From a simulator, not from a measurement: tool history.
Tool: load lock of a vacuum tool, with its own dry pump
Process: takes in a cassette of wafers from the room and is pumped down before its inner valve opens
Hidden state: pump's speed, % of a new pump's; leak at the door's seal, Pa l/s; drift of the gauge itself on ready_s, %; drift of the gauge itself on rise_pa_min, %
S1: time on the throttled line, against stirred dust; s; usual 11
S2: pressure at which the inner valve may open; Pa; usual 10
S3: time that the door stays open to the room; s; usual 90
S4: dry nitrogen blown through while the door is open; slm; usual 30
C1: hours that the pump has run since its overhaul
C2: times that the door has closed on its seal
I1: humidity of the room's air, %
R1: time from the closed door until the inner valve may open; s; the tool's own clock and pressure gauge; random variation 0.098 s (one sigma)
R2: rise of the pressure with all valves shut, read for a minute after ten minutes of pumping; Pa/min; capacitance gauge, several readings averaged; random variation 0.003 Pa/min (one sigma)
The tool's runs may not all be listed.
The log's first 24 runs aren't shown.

Run 25, day 214.517: usual settings but S1 7 s, S2 7 Pa, S3 70 s; C1 8713; C2 23667; I1 48.1. Result: R1 17.84 s, R2 0.128 Pa/min.
Run 26, day 224.729: usual settings but S1 7 s, S2 7 Pa, S3 70 s; C1 8958; C2 24391; I1 42.2. Result: R1 17.81 s, R2 0.137 Pa/min.
Run 27, day 237.992: usual settings but S1 8 s, S2 12 Pa, S3 68 s; C1 9277; C2 25332; I1 44.9. Result: R1 17.84 s, R2 0.146 Pa/min.
Run 28, day 245.162: usual settings but S1 15 s, S2 12 Pa, S3 161 s; C1 9449; C2 25841; I1 46.9. Result: R1 23.66 s, R2 0.157 Pa/min.
Run 29, day 258.125: usual settings but S1 15 s, S2 12 Pa, S3 161 s; C1 9760; C2 26760; I1 46.3. Result: R1 23.76 s, R2 0.175 Pa/min.
Run 30, day 271.325: usual settings but S3 31 s, S4 15 slm; C1 10077; C2 27696; I1 46.7. Result: R1 20.71 s, R2 0.158 Pa/min.
Run 31, day 283.029: usual settings but S3 31 s, S4 15 slm; C1 10357; C2 28527; I1 44.7. Result: R1 20.71 s, R2 0.167 Pa/min.
Run 32, day 288.650: usual settings but S1 8 s, S2 17 Pa; C1 10492; C2 28926; I1 48.2. Result: R1 17.33 s, R2 0.176 Pa/min.
Run 33, day 301.221: usual settings but S2 18 Pa, S3 97 s; C1 10794; C2 29817; I1 46.4. Result: R1 20.04 s, R2 0.182 Pa/min.
Run 34, day 309.592: usual settings but S3 71 s, S4 24 slm; C1 10995; C2 30411; I1 46.6. Result: R1 20.66 s, R2 0.187 Pa/min.
Run 35, day 316.325: usual settings but S2 9 Pa, S3 107 s, S4 6 slm; C1 11157; C2 30888; I1 43.3. Result: R1 20.81 s, R2 0.217 Pa/min.
Run 36, day 326.221: usual settings but S2 7 Pa, S3 111 s; C1 11394; C2 31590; I1 47.8. Result: R1 21.10 s, R2 0.204 Pa/min.

4 ways to go on from here, each from the tool as it stands after run 36. What would each give?
Run A, day 336.679: usual settings but S4 17 slm; C1 11645; C2 32332; I1 48.1. Result: R1 ?, R2 ?.
Run B, day 336.679: usual settings but S2 7 Pa, S3 31 s, S4 9 slm; C1 11645; C2 32332; I1 44.6. Result: R1 ?, R2 ?.
Run C, day 336.679: usual settings but S1 21 s, S2 9 Pa, S3 111 s, S4 25 slm; C1 11645; C2 32332; I1 43.9. Result: R1 ?, R2 ?.
Run D, day 336.679: usual settings but S4 13 slm; C1 11645; C2 32332; I1 46.6. Result: R1 ?, R2 ?.

run     R1     R2
  A  20.77  0.220
  B  21.29  0.199
  C  29.29  0.207
  D  20.70  0.217
Without the tool's hidden state the same runs would have given:
run     R1     R2
  A  20.08  0.050
  B  20.54  0.033
  C  28.70  0.039
  D  20.01  0.048
